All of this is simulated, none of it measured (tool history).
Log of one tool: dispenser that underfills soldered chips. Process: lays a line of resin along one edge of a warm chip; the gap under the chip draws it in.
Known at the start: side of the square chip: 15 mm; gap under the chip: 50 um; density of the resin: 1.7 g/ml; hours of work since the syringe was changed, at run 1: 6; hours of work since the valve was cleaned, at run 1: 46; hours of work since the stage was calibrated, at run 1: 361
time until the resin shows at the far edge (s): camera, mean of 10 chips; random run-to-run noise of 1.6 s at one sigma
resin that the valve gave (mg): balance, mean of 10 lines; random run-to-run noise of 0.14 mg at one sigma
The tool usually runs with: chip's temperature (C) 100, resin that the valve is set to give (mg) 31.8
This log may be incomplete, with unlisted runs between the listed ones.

run    day  chip's temperature (C)  resin that the valve is set to give (mg)  hours of work since the syringe was changed  hours of work since the valve was cleaned  hours of work since the stage was calibrated  time until the resin shows at the far edge (s)  resin that the valve gave (mg)
  1  0.000                     100                                      31.8                                            6                                         46                                           361                                           242.4                           30.71
     0.054  -- new syringe of resin
     0.496  -- new syringe of resin
  2  0.508                      98                                      31.8                                            0                                         53                                           368                                           160.2                           30.42
     0.958  -- new syringe of resin
  3  1.196                      98                                      31.8                                            4                                         64                                           379                                           217.1                           30.31
     1.367  -- new syringe of resin
  4  1.558                      98                                      31.8                                            3                                         69                                           384                                           203.3                           30.22
     1.742  -- dispensing valve cleaned and set on the balance
     1.854  -- new syringe of resin
     2.279  -- new syringe of resin
  5  2.367                     100                                      31.8                                            1                                          9                                           396                                           164.8                           31.40
  6  2.667                      92                                      31.8                                            6                                         14                                           401                                           320.1                           31.58
     2.717  -- new syringe of resin
     3.142  -- new syringe of resin
  7  3.146                      92                                      31.8                                            0                                         21                                           408                                           186.8                           31.31
     3.567  -- new syringe of resin
  8  3.742                      92                                      31.8                                            3                                         30                                           417                                           235.8                           31.52
     4.017  -- new syringe of resin
     4.425  -- new syringe of resin
  9  4.425                     100                                      31.8                                            0                                         41                                           427                                           142.3                           30.85
     4.846  -- new syringe of resin
 10  4.921                     102                                      39.3                                            1                                         48                                           435                                           146.2                           38.22
     5.254  -- new syringe of resin
 11  5.596                     102                                      39.3                                            5                                         59                                           445                                           220.3                           37.82
     5.662  -- new syringe of resin
     6.096  -- new syringe of resin
 12  6.229                      90                                      40.9                                            2                                         68                                           455                                           233.2                           38.99
     6.462  -- dispensing valve cleaned and set on the balance
     6.567  -- new syringe of resin
 13  6.746                     100                                      33.0                                            3                                          4                                           462                                           186.5                           32.81
     7.021  -- new syringe of resin
 14  7.112                     114                                      31.8                                            1                                         10                                           467                                           111.6                           31.69
     7.483  -- new syringe of resin
 15  7.858                      92                                      35.4                                            6                                         21                                           479                                           306.3                           34.89
     7.904  -- new syringe of resin
 16  8.238                     114                                      30.0                                            5                                         27                                           484                                           153.6                           29.46
     8.375  -- new syringe of resin
 17  8.558                     106                                      28.9                                            3                                         32                                           489                                           157.6                           28.02
     8.788  -- new syringe of resin
     9.192  -- new syringe of resin
 18  9.242                     108                                      29.6                                            1                                         42                                           500                                           123.8                           28.70

What if the next run were any one of these 4? Each begins from the tool's condition after run 18:
     9.596  -- new syringe of resin
  A  9.825                      96                                      32.7                                            4                                         51                                           509                                               ?                               ?
     9.596  -- new syringe of resin
  B  9.825                      95                                      39.5                                            4                                         51                                           509                                               ?                               ?
     9.596  -- new syringe of resin
  C  9.825                     100                                      37.5                                            4                                         51                                           509                                               ?                               ?
     9.596  -- new syringe of resin
  D  9.825                     108                                      30.1                                            4                                         51                                           509                                               ?                               ?

run  time until the resin shows at the far edge (s)  resin that the valve gave (mg)
  A                                           221.3                           31.72
  B                                           229.5                           38.10
  C                                           196.0                           35.99
  D                                           155.1                           28.84
Without the tool's hidden state the same runs would have given:
run  time until the resin shows at the far edge (s)  resin that the valve gave (mg)
  A                                           175.6                           32.89
  B                                           182.7                           39.50
  C                                           155.7                           37.32
  D                                           122.1                           29.90
